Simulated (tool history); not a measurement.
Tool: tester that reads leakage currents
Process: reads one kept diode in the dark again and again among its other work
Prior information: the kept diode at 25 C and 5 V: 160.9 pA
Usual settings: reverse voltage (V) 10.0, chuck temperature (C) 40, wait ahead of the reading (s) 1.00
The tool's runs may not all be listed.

run	hour	reverse voltage (V)	chuck temperature (C)	wait ahead of the reading (s)	current that the tester gives (pA)
1	0.0	10.0	40	1.00	546.51
2	171.5	10.0	40	1.00	542.69
# hour 198.1: chuck's temperature calibrated
3	414.3	10.0	33	1.00	357.93
4	663.1	10.0	33	1.00	355.22
# hour 701.2: probe card cleaned and baked
5	812.5	10.0	33	1.00	351.44
6	954.5	10.0	40	1.62	567.30
7	1167.8	10.0	40	1.62	563.77
8	1383.4	10.0	40	1.62	558.84
9	1630.7	10.0	40	1.62	555.59
10	1777.9	10.0	40	1.62	553.73
11	2001.1	10.0	35	1.00	392.39
12	2257.0	4.5	40	1.00	427.55
# hour 2342.1: chuck's temperature calibrated
13	2475.4	10.0	40	1.00	585.47
14	2660.0	10.0	40	1.00	581.52
15	2775.1	10.0	40	1.00	576.84
16	2905.7	10.0	40	1.00	578.93
17	3086.6	13.6	40	1.00	628.00
18	3331.1	13.6	40	1.00	625.08
# hour 3356.7: probe card cleaned and baked
19	3522.0	13.6	40	1.00	615.51
20	3677.7	13.6	40	0.35	625.24
21	3926.7	13.6	40	0.35	618.68
22	4142.2	10.0	40	5.96	551.93
23	4262.2	14.4	40	9.02	613.85
# hour 4480.2: chuck's temperature calibrated
24	4509.2	14.4	40	9.02	659.39
25	4703.7	5.1	49	1.12	858.83
26	4844.9	3.1	49	9.30	738.46
27	5009.9	6.3	26	3.31	186.24
# hour 5119.5: tester calibrated
28	5273.5	3.1	35	3.77	281.95
29	5509.8	3.1	35	3.77	279.47
30	5735.7	6.8	51	2.01	1022.89
31	5969.4	6.8	38	2.01	432.14
# hour 6008.1: probe card cleaned and baked
32	6191.7	6.8	25	1.05	167.66
33	6342.2	4.3	22	0.34	117.26
34	6519.4	4.3	22	0.34	118.03
# hour 6619.0: chuck's temperature calibrated
35	6726.2	1.0	20	0.34	68.93
36	6981.0	2.2	44	3.26	480.19
37	7103.4	11.5	35	7.38	428.79
38	7279.9	5.5	52	2.93	1045.87

Forecast each of these 4 alternatives for the next run:
A	7540.9	9.1	25	6.78	?
B	7540.9	1.3	48	8.49	?
C	7540.9	1.8	40	1.00	?
D	7540.9	1.5	52	0.44	?

run	current that the tester gives (pA)
A	190.67
B	524.34
C	340.02
D	705.79
Without the tool's hidden state the same runs would have given:
run	current that the tester gives (pA)
A	193.07
B	532.68
C	345.66
D	716.66
